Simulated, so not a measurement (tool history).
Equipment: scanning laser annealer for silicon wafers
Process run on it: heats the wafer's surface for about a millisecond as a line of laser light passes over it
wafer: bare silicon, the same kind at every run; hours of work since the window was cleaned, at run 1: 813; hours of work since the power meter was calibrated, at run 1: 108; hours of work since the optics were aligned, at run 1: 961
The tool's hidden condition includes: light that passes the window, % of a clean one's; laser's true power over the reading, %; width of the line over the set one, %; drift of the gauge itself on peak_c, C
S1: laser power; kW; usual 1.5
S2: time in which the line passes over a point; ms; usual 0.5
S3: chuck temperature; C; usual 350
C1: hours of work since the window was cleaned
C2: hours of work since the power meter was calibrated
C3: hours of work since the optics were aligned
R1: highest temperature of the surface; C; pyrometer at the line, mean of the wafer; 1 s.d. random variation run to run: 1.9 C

Run 1, day 0: usual settings; C1 813; C2 108; C3 961. Result: R1 1115 C.
Run 2, day 0.458: usual settings; C1 819; C2 114; C3 967. Result: R1 1116 C.
At day 0.621: window over the wafer cleaned.
Run 3, day 0.8: usual settings; C1 2; C2 118; C3 971. Result: R1 1096 C.
Run 4, day 1.229: usual settings; C1 8; C2 124; C3 976. Result: R1 1093 C.
At day 1.692: window over the wafer cleaned, once more.
Run 5, day 1.729: usual settings; C1 0; C2 129; C3 982. Result: R1 1144 C.
Run 6, day 1.988: usual settings; C1 4; C2 133; C3 986. Result: R1 1140 C.
Run 7, day 2.221: usual settings; C1 7; C2 136; C3 989. Result: R1 1140 C.
Run 8, day 2.542: usual settings; C1 12; C2 140; C3 993. Result: R1 1139 C.
Run 9, day 2.921: usual settings; C1 17; C2 145; C3 998. Result: R1 1140 C.
Run 10, day 3.3: usual settings but S2 0.427 ms; C1 22; C2 151; C3 1003. Result: R1 1078 C.
Run 11, day 3.529: usual settings but S2 0.427 ms; C1 25; C2 154; C3 1006. Result: R1 1072 C.
Run 12, day 3.988: usual settings but S2 0.352 ms; C1 31; C2 160; C3 1013. Result: R1 1001 C.
Run 13, day 4.454: usual settings but S2 0.352 ms; C1 37; C2 166; C3 1019. Result: R1 1002 C.
Run 14, day 4.892: usual settings but S2 0.352 ms; C1 43; C2 172; C3 1025. Result: R1 1002 C.
Run 15, day 5.212: usual settings but S2 0.352 ms; C1 48; C2 176; C3 1029. Result: R1 1002 C.
Run 16, day 5.492: usual settings but S2 0.352 ms; C1 51; C2 180; C3 1033. Result: R1 1001 C.
Run 17, day 5.742: usual settings but S1 1.313 kW; C1 55; C2 184; C3 1036. Result: R1 1043 C.
Run 18, day 5.992: usual settings but S1 1.313 kW; C1 58; C2 187; C3 1040. Result: R1 1047 C.
Run 19, day 6.442: usual settings but S1 1.313 kW, S2 0.536 ms; C1 64; C2 193; C3 1046. Result: R1 1072 C.
Run 20, day 6.658: usual settings but S1 1.313 kW, S2 0.536 ms; C1 67; C2 196; C3 1049. Result: R1 1072 C.
Run 21, day 6.942: usual settings but S1 1.619 kW, S2 0.561 ms, S3 375 C; C1 71; C2 200; C3 1053. Result: R1 1279 C.
Run 22, day 7.221: usual settings but S1 1.619 kW, S2 0.561 ms, S3 375 C; C1 75; C2 204; C3 1056. Result: R1 1279 C.
Run 23, day 7.642: usual settings but S1 1.619 kW, S2 0.561 ms, S3 375 C; C1 80; C2 209; C3 1062. Result: R1 1284 C.
Run 24, day 7.929: usual settings but S1 1.619 kW, S2 0.561 ms, S3 375 C; C1 84; C2 213; C3 1066. Result: R1 1279 C.
Run 25, day 8.225: usual settings but S1 1.619 kW, S2 0.561 ms, S3 375 C; C1 88; C2 217; C3 1070. Result: R1 1279 C.
Run 26, day 8.504: usual settings but S1 1.619 kW, S2 0.561 ms, S3 375 C; C1 92; C2 221; C3 1074. Result: R1 1279 C.
Run 27, day 8.867: usual settings but S1 1.65 kW, S2 0.428 ms, S3 347 C; C1 97; C2 226; C3 1079. Result: R1 1138 C.
Run 28, day 9.25: usual settings but S1 1.65 kW, S2 0.428 ms, S3 337 C; C1 102; C2 231; C3 1084. Result: R1 1132 C.
Run 29, day 9.604: usual settings but S1 1.65 kW, S2 0.585 ms, S3 337 C; C1 107; C2 236; C3 1089. Result: R1 1277 C.
Run 30, day 9.825: usual settings but S1 1.417 kW, S2 0.429 ms, S3 327 C; C1 110; C2 239; C3 1092. Result: R1 1013 C.
Run 31, day 10.162: usual settings but S1 1.36 kW, S2 0.545 ms, S3 327 C; C1 115; C2 243; C3 1096. Result: R1 1081 C.
Run 32, day 10.388: usual settings but S1 1.384 kW, S2 0.486 ms, S3 356 C; C1 118; C2 246; C3 1099. Result: R1 1075 C.
Run 33, day 10.596: usual settings but S1 1.496 kW, S2 0.486 ms, S3 389 C; C1 120; C2 249; C3 1102. Result: R1 1161 C.
Run 34, day 11.071: usual settings but S2 0.367 ms; C1 127; C2 256; C3 1108. Result: R1 1016 C.
Run 35, day 11.479: usual settings but S2 0.481 ms; C1 132; C2 261; C3 1114. Result: R1 1122 C.

Consider 4 possible next runs. They are alternatives, not a sequence: every one starts from the tool as it was left by run 35. What does each give?
Run A, day 11.871: usual settings but S1 1.418 kW, S2 0.553 ms, S3 379 C; C1 138; C2 266; C3 1119. Result: R1 ?.
Run B, day 11.871: usual settings but S1 1.559 kW, S2 0.481 ms; C1 138; C2 266; C3 1119. Result: R1 ?.
Run C, day 11.871: usual settings but S1 1.296 kW, S2 0.431 ms, S3 390 C; C1 138; C2 266; C3 1119. Result: R1 ?.
Run D, day 11.871: usual settings but S1 1.42 kW, S2 0.479 ms, S3 337 C; C1 138; C2 266; C3 1119. Result: R1 ?.

run    R1
  A  1168
  B  1146
  C  1020
  D  1069
What these runs would have given with no unlogged condition in the tool:
run    R1
  A  1179
  B  1157
  C  1029
  D  1079
